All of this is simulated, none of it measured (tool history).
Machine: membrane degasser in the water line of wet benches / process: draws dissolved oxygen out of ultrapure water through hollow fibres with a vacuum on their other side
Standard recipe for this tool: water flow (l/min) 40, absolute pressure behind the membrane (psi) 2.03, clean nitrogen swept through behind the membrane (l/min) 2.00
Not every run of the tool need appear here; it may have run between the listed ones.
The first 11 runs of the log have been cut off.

run,day,water flow (l/min),absolute pressure behind the membrane (psi),clean nitrogen swept through behind the membrane (l/min),hours since the membrane was changed,hours since the vacuum gauge was calibrated,hours since the vacuum lines were made tight,dissolved oxygen in the water behind the degasser (ppb),pressure that the water loses in the fibres (psi)
12,57.496,40,2.03,2.00,4952,3491,5384,466.2,7.400
13,64.129,40,2.03,0.97,5111,3650,5543,832.4,7.491
14,67.321,40,2.03,0.97,5188,3726,5619,824.4,7.545
15,70.283,40,2.03,0.97,5259,3798,5691,820.7,7.551
16,77.042,40,2.03,0.97,5421,3960,5853,831.5,7.459
17,80.392,41,2.03,1.62,5501,4040,5933,567.4,7.646
18,86.675,41,2.03,1.62,5652,4191,6084,566.9,7.619
19,92.525,38,2.54,1.62,5793,4331,6224,692.8,7.102
20,97.888,38,2.54,1.62,5921,4460,6353,692.7,7.142
# day 98.508: vacuum gauge calibrated
21,103.738,40,3.09,0.91,6061,125,6493,1361.7,7.565
22,108.300,27,2.23,1.48,6171,235,6602,480.5,5.066
23,112.946,31,3.90,0.91,6282,346,6714,1439.1,5.823
24,116.408,57,1.35,1.23,6365,430,6797,556.1,10.727
25,122.571,40,2.35,2.14,6513,577,6945,523.9,7.570
# day 127.233: vacuum gauge calibrated, once more
26,127.596,40,2.03,2.00,6633,9,7065,465.8,7.555
27,131.912,50,2.96,2.28,6737,112,7169,784.0,9.391
28,135.754,50,2.96,2.28,6829,204,7261,771.0,9.458
29,138.767,48,2.03,4.66,6901,277,7333,269.7,9.068
30,142.933,63,2.48,0.87,7001,377,7433,1528.4,11.940
31,149.350,25,2.03,2.85,7155,531,7587,222.6,4.699
32,155.521,25,2.03,2.85,7304,679,7735,223.7,4.733

Below are 4 alternative next runs, each starting from the tool's condition after run 32. Predict each:
A,159.896,25,2.03,2.97,7409,784,7840,?,?
B,159.896,40,3.60,2.21,7409,784,7840,?,?
C,159.896,27,2.03,3.33,7409,784,7840,?,?
D,159.896,25,1.41,1.07,7409,784,7840,?,?

run,dissolved oxygen in the water behind the degasser (ppb),pressure that the water loses in the fibres (psi)
A,216.9,4.673
B,810.2,7.607
C,207.1,5.120
D,324.2,4.735
Had the tool no hidden state, the same runs would have come out as:
run,dissolved oxygen in the water behind the degasser (ppb),pressure that the water loses in the fibres (psi)
A,213.4,4.487
B,803.0,7.308
C,203.8,4.918
D,321.5,4.548
